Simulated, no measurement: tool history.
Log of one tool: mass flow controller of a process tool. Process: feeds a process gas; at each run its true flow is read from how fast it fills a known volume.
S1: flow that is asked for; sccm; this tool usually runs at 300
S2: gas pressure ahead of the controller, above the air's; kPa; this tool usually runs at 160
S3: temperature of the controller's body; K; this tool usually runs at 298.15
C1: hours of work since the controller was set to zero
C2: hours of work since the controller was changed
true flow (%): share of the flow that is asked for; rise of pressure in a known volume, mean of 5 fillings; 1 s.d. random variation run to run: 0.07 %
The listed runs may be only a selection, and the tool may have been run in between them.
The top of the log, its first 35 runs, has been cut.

Run 36, hour 13355.7: usual settings but S1 318 sccm, S2 188 kPa; C1 941; C2 5849. Result: true flow (%) 99.05.
Run 37, hour 13769.3: usual settings but S1 160 sccm, S2 161 kPa, S3 309.15 K; C1 1099; C2 6007. Result: true flow (%) 96.94.
Run 38, hour 14054.6: usual settings but S1 160 sccm, S2 161 kPa, S3 309.15 K; C1 1208; C2 6116. Result: true flow (%) 96.98.
Run 39, hour 14524.4: usual settings but S1 322 sccm, S2 269 kPa; C1 1388; C2 6296. Result: true flow (%) 98.5.
Run 40, hour 15029: usual settings but S1 322 sccm, S2 269 kPa; C1 1581; C2 6489. Result: true flow (%) 98.5.
Run 41, hour 15385.7: usual settings but S1 322 sccm, S2 269 kPa; C1 1717; C2 6625. Result: true flow (%) 98.39.
Run 42, hour 15755.5: usual settings but S1 281 sccm, S2 171 kPa; C1 1859; C2 6767. Result: true flow (%) 98.9.
Run 43, hour 16039.2: usual settings but S1 91 sccm, S2 140 kPa; C1 1967; C2 6875. Result: true flow (%) 97.83.
Run 44, hour 16567.8: usual settings but S1 258 sccm, S2 140 kPa, S3 297.15 K; C1 2169; C2 7077. Result: true flow (%) 99.01.
Run 45, hour 16855: usual settings but S1 258 sccm, S2 140 kPa, S3 297.15 K; C1 2279; C2 7187. Result: true flow (%) 99.08.
Run 46, hour 17215.6: usual settings but S1 66 sccm, S2 141 kPa, S3 297.15 K; C1 2417; C2 7325. Result: true flow (%) 97.77.
Run 47, hour 17561.6: usual settings but S1 117 sccm, S2 141 kPa, S3 295.15 K; C1 2549; C2 7457. Result: true flow (%) 98.32.
Run 48, hour 17966.4: usual settings but S1 117 sccm, S2 141 kPa, S3 295.15 K; C1 2704; C2 7612. Result: true flow (%) 98.41.

4 ways to go on from here, each from the tool as it stands after run 48. What would each give?
Run A, hour 18225.2: usual settings but S1 90 sccm, S2 168 kPa, S3 310.15 K; C1 2803; C2 7711. Result: true flow (%) ?.
Run B, hour 18225.2: usual settings but S1 56 sccm, S2 168 kPa, S3 312.15 K; C1 2803; C2 7711. Result: true flow (%) ?.
Run C, hour 18225.2: usual settings but S1 180 sccm, S2 141 kPa, S3 295.15 K; C1 2803; C2 7711. Result: true flow (%) ?.
Run D, hour 18225.2: usual settings but S1 94 sccm, S2 212 kPa, S3 294.15 K; C1 2803; C2 7711. Result: true flow (%) ?.

run  true flow (%)
  A          96.32
  B          95.89
  C           98.8
  D          97.85
With the hidden condition removed and each run's random variation left untouched, the same runs would have given:
run  true flow (%)
  A          96.32
  B          95.91
  C          98.79
  D          97.85
